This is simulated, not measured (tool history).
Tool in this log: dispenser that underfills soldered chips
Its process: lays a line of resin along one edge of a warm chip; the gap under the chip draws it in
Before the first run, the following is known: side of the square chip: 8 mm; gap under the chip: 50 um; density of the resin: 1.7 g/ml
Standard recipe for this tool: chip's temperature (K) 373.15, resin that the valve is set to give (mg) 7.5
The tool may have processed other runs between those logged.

run   hour  chip's temperature (K)  resin that the valve is set to give (mg)  time until the resin shows at the far edge (s)  resin that the valve gave (mg)
  1      0                  373.15                                       7.5                                            79.2                            7.39
  2    6.8                  361.15                                       7.5                                           163.2                            7.37
      11.9  -- new syringe of resin
  3     12                  373.15                                       7.5                                            68.2                            7.38
  4   19.4                  373.15                                       7.5                                            98.2                            7.35
  5   24.6                  373.15                                      7.02                                           126.9                            6.86
      26.5  -- new syringe of resin
  6   33.8                  373.15                                      7.02                                            99.2                            6.87
      41.4  -- new syringe of resin
  7   42.7                  373.15                                      7.02                                            73.8                            6.83
  8   47.7                  373.15                                      7.02                                            94.2                            6.84
      54.6  -- dispensing valve cleaned and set on the balance
      56.7  -- new syringe of resin
  9   56.7                  373.15                                      9.68                                            66.5                             9.7
 10   62.4                  373.15                                      9.68                                            86.3                            9.67
 11   69.5                  373.15                                      9.68                                           122.8                            9.64
      71.2  -- new syringe of resin
 12     76                  373.15                                      7.57                                            84.6                            7.54
 13   81.5                  369.15                                      7.57                                           125.2                            7.53
      85.6  -- new syringe of resin
 14   88.9                  373.15                                      7.79                                            79.2                            7.71
 15   93.7                  373.15                                      7.79                                            99.7                            7.72
 16   99.5                  373.15                                      7.17                                           135.3                             7.1
     100.3  -- new syringe of resin
 17  107.6                  373.15                                      7.17                                            96.4                            7.08
     114.8  -- new syringe of resin
 18  116.7                  377.15                                       7.5                                            63.9                            7.39
 19  121.6                  368.15                                       8.2                                           108.1                            8.07
 20  128.4                  366.15                                      9.25                                           158.2                             9.1
     129.3  -- new syringe of resin
 21  132.6                  371.15                                      7.31                                            83.7                            7.18
 22    137                  359.15                                      8.88                                           151.6                            8.73
     144.2  -- new syringe of resin
 23  145.5                  371.15                                      6.66                                            79.1                            6.53
 24  152.9                  362.15                                      6.95                                             153                            6.81
 25  158.1                  359.15                                      7.02                                             222                            6.84
     159.1  -- new syringe of resin
 26    164                  385.15                                      7.44                                            59.7                            7.24
 27  170.4                  368.15                                      8.25                                           140.4                               8
     172.9  -- dispensing valve cleaned and set on the balance
       175  -- new syringe of resin
 28  179.9                  368.15                                      8.25                                            98.7                            8.26
 29  186.9                  368.15                                      8.25                                           137.5                            8.21
     189.6  -- new syringe of resin
 30    193                  388.15                                      6.96                                            51.4                            6.93
 31  200.7                  365.15                                      7.28                                           153.1                            7.23
     204.3  -- new syringe of resin
 32  205.3                  365.15                                      7.28                                            91.4                            7.23
 33  209.3                  369.15                                      6.92                                            98.4                            6.85
 34  216.6                  371.15                                      7.42                                           131.8                            7.36
       219  -- new syringe of resin
 35  222.4                  370.15                                      6.47                                              92                            6.38
 36  230.1                  360.15                                      8.84                                           174.2                            8.71

Forecast each of these 3 alternatives for the next run:
     233.9  -- new syringe of resin
  A  237.3                  366.15                                      8.84                                               ?                               ?
     233.9  -- new syringe of resin
  B  237.3                  364.15                                      8.25                                               ?                               ?
     233.9  -- new syringe of resin
  C  237.3                  375.15                                      8.95                                               ?                               ?

run  time until the resin shows at the far edge (s)  resin that the valve gave (mg)
  A                                            96.7                            8.72
  B                                           103.9                             8.1
  C                                            72.3                            8.79
Without the tool's hidden state the same runs would have given:
run  time until the resin shows at the far edge (s)  resin that the valve gave (mg)
  A                                            85.3                            8.86
  B                                            91.6                            8.23
  C                                            63.6                            8.93
